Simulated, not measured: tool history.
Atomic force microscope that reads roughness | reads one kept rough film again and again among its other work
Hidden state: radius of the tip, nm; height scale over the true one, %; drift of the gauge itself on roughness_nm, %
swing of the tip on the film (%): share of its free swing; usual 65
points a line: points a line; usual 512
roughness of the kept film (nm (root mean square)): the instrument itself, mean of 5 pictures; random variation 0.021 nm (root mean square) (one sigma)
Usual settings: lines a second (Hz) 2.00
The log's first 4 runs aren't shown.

run     day  lines a second (Hz)  swing of the tip on the film (%)  points a line  pictures with this tip  hours of work since the height scale was calibrated  roughness of the kept film (nm (root mean square))
  5   3.392                 2.00                                65            424                     213                                                  481                                               4.842
  6   4.267                 2.00                                65            261                     252                                                  493                                               4.790
  7   4.704                 2.00                                65            261                     272                                                  498                                               4.764
  8   5.621                 2.00                                65            629                     313                                                  510                                               4.748
  9   6.167                 2.18                                65            512                     338                                                  517                                               4.697
      6.962  -- new tip fitted
 10   7.083                 2.00                                74            512                       6                                                  529                                               5.012
 11   7.562                 2.00                                65            429                      27                                                  535                                               5.055
 12   8.396                 2.00                                87            512                      65                                                  546                                               4.732
 13   9.100                 2.00                                65            512                      97                                                  555                                               5.000
 14   9.738                 2.00                                65            512                     125                                                  563                                               4.970
 15  10.800                 2.00                                65            512                     173                                                  577                                               4.920
 16  11.800                 2.57                                58            269                     218                                                  590                                               4.838
 17  12.800                 2.57                                58            269                     263                                                  603                                               4.813
 18  13.567                 0.64                                71            665                     298                                                  613                                               4.834
 19  14.212                 0.64                                71            665                     327                                                  621                                               4.820
 20  14.854                 0.64                                71            665                     356                                                  630                                               4.792
     15.300  -- new tip fitted
 21  15.383                 2.00                                65            338                       3                                                  636                                               5.081
 22  16.321                 0.64                                71            335                      46                                                  649                                               5.156
 23  16.867                 0.65                                65            512                      70                                                  656                                               5.126
 24  17.725                 0.65                                65            512                     109                                                  667                                               5.111

The next listed run, before its measurement:
 25  18.300                 2.00                                82            360                     135                                                  674                                                   ?

{"run 25": {"roughness of the kept film (nm (root mean square))": 4.728}}
Without the tool's hidden state the same run would have given roughness of the kept film (nm (root mean square)) 4.927.
